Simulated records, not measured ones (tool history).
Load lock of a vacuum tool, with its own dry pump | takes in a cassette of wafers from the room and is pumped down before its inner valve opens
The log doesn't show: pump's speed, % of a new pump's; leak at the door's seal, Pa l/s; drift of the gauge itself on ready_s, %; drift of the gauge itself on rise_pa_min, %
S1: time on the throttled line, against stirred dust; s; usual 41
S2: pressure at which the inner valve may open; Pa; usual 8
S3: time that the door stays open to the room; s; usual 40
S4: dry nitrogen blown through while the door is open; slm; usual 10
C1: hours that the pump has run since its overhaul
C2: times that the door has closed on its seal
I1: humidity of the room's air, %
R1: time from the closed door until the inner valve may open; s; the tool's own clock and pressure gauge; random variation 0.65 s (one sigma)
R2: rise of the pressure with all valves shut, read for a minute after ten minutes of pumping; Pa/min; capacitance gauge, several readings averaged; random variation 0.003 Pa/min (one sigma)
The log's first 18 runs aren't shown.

{"run": 19, "hour": 7582.9, "S1": 29, "S2": 16, "S3": 145, "S4": 5, "C1": 10957, "C2": 25486, "I1": 42, "R1": 83.9, "R2": 0.281}
{"run": 20, "hour": 7882.2, "S1": 29, "S2": 10, "S3": 85, "S4": 5, "C1": 11257, "C2": 26979, "I1": 45.3, "R1": 90.3, "R2": 0.293}
{"run": 21, "hour": 8442.4, "S1": 29, "S2": 10, "S3": 85, "S4": 5, "C1": 11817, "C2": 29773, "I1": 43.4, "R1": 88.9, "R2": 0.334}
{"run": 22, "hour": 8847.5, "S1": 29, "S2": 10, "S3": 85, "S4": 5, "C1": 12222, "C2": 31794, "I1": 46.6, "R1": 89.2, "R2": 0.369}
{"run": 23, "hour": 9476.9, "S1": 41, "S2": 8, "S3": 63, "S4": 10, "C1": 12851, "C2": 34933, "I1": 47.9, "R1": 99.8, "R2": 0.403}
{"run": 24, "hour": 9886.1, "S1": 46, "S2": 8, "S3": 40, "S4": 10, "C1": 13261, "C2": 36974, "I1": 43.1, "R1": 102.5, "R2": 0.425}
{"run": 25, "hour": 10449.2, "S1": 41, "S2": 7, "S3": 33, "S4": 14, "C1": 13824, "C2": 39783, "I1": 44.6, "R1": 100.6, "R2": 0.463}
{"run": 26, "hour": 10776.1, "S1": 54, "S2": 8, "S3": 84, "S4": 21, "C1": 14150, "C2": 41413, "I1": 43.9, "R1": 109.7, "R2": 0.498}
{"run": 27, "hour": 11411.5, "S1": 32, "S2": 14, "S3": 79, "S4": 37, "C1": 14786, "C2": 44583, "I1": 44.6, "R1": 89.2, "R2": 0.545}
{"run": 28, "hour": 11801.3, "S1": 65, "S2": 8, "S3": 80, "S4": 10, "C1": 15176, "C2": 46527, "I1": 44.5, "R1": 116.6, "R2": 0.594}
{"run": 29, "hour": 12332.3, "S1": 65, "S2": 8, "S3": 80, "S4": 10, "C1": 15707, "C2": 49175, "I1": 44.4, "R1": 116.4, "R2": 0.644}
{"hour": 12584.9, "done": "door's seal changed, seat wiped"}
{"run": 30, "hour": 12598.6, "S1": 25, "S2": 7, "S3": 32, "S4": 19, "C1": 15972, "C2": 69, "I1": 43.6, "R1": 91.5, "R2": 0.031}

Run 31 comes next. What will it give?
{"run": 31, "hour": 13007.2, "S1": 79, "S2": 10, "S3": 189, "S4": 30, "C1": 16380, "C2": 2107, "I1": 42.1, "R1": "?", "R2": "?"}

R1: 125.3 s
R2: 0.05 Pa/min
Without the tool's hidden state the same run would have given R1 121.8 s, R2 0.04 Pa/min.
